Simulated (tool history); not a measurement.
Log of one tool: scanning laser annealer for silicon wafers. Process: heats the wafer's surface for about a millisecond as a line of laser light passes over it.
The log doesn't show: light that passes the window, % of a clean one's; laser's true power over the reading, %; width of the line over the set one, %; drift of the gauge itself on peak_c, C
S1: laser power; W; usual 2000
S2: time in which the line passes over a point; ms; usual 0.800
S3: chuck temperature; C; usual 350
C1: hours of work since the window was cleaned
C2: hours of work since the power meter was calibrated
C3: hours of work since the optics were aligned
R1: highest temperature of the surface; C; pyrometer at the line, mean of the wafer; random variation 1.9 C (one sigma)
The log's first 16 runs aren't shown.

run   hour    S1     S2   S3  C1   C2   C3    R1
 17  106.3  2000  0.879  350  11   96  243  1128
 18  111.1  2000  0.879  350  13   98  246  1133
 19  119.9  2000  0.879  350  18  103  250  1134
     128.3  -- window over the wafer cleaned, once more
 20  130.6  2000  0.879  350   1  107  254  1176
 21  138.7  1946  0.609  358   5  111  258  1028
 22  146.0  1946  0.609  358   9  115  262  1030
 23  151.7  1959  0.912  386  12  117  265  1207
 24  155.6  1809  0.800  350  14  119  267  1048
 25  163.5  1973  0.840  350  17  123  271  1146
 26  169.4  2057  0.840  349  20  126  273  1184
 27  178.1  2057  0.840  349  25  130  278  1184
 28  185.3  2015  0.589  388  28  134  281  1074
 29  191.3  2015  0.729  316  31  137  284  1076
 30  197.0  2000  0.588  319  34  140  287   998
 31  205.5  2132  0.680  341  38  144  291  1128
 32  209.5  2088  0.781  365  40  146  293  1184
 33  216.1  2088  0.781  365  43  149  297  1184
 34  225.0  1727  0.781  381  48  154  301  1026
 35  232.6  2158  0.859  362  52  157  305  1255
 36  241.5  2140  0.800  350  56  162  309  1202
 37  245.8  1778  0.586  311  58  164  311   900
 38  250.1  2106  0.633  344  60  166  313  1090
 39  254.5  1958  0.800  371  62  168  316  1137
 40  261.5  1777  0.570  350  66  172  319   928

Forecast each of these 5 alternatives for the next run:
  A  267.2  2031  0.570  329  69  175  322   ?
  B  267.2  1897  0.570  337  69  175  322   ?
  C  267.2  1989  0.665  372  69  175  322   ?
  D  267.2  1777  0.570  351  69  175  322   ?
  E  267.2  1777  0.570  337  69  175  322   ?

run    R1
  A  1008
  B   962
  C  1088
  D   931
  E   914
Without the tool's hidden state the same runs would have given:
run    R1
  A  1017
  B   970
  C  1098
  D   938
  E   922
